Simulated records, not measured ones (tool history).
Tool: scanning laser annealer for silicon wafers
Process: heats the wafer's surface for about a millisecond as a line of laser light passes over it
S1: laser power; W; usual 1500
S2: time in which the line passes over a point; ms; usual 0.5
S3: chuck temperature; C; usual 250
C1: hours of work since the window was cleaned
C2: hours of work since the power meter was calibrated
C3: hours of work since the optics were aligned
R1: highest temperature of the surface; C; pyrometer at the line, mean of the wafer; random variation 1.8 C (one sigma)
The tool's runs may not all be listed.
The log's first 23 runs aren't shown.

run   hour    S1     S2   S3   C1   C2    C3    R1
 24  169.3  1312  0.423  282  505  228  1588   810
 25  174.8  1566  0.509  262  508  231  1592   990
 26  180.5  1383  0.411  250  512  235  1595   807
 27  191.1  1383  0.411  250  518  241  1602   806
 28  196.7  1443  0.416  275  522  245  1606   863
 29  201.3  1443  0.416  275  525  248  1608   864
 30  212.1  1443  0.416  275  532  255  1615   861
 31  216.6  1443  0.416  275  534  257  1618   864
 32  225.2  1581    0.5  263  540  263  1623   995
 33  236.2  1605  0.514  249  547  270  1630  1000
 34    246  1605  0.514  249  553  276  1637  1003
 35  256.7  1605  0.514  249  560  283  1643  1003
 36  263.3  1605  0.514  249  564  287  1647  1004
 37  268.4  1605  0.514  237  567  290  1651   992
 38  278.5  1605  0.514  262  573  296  1657  1015
 39  284.9  1605  0.514  262  577  300  1661  1017
 40  290.3  1303  0.429  266  581  304  1664   789
 41  298.3  1295  0.418  265  586  309  1669   774

3 ways to go on from here, each from the tool as it stands after run 41. What would each give?
  A  304.3  1306  0.549  222  590  313  1673   ?
  B  304.3  1569  0.544  238  590  313  1673   ?
  C  304.3  1373  0.418  266  590  313  1673   ?

run   R1
  A  820
  B  990
  C  816
Without the tool's hidden state the same runs would have given:
run    R1
  A   860
  B  1039
  C   853
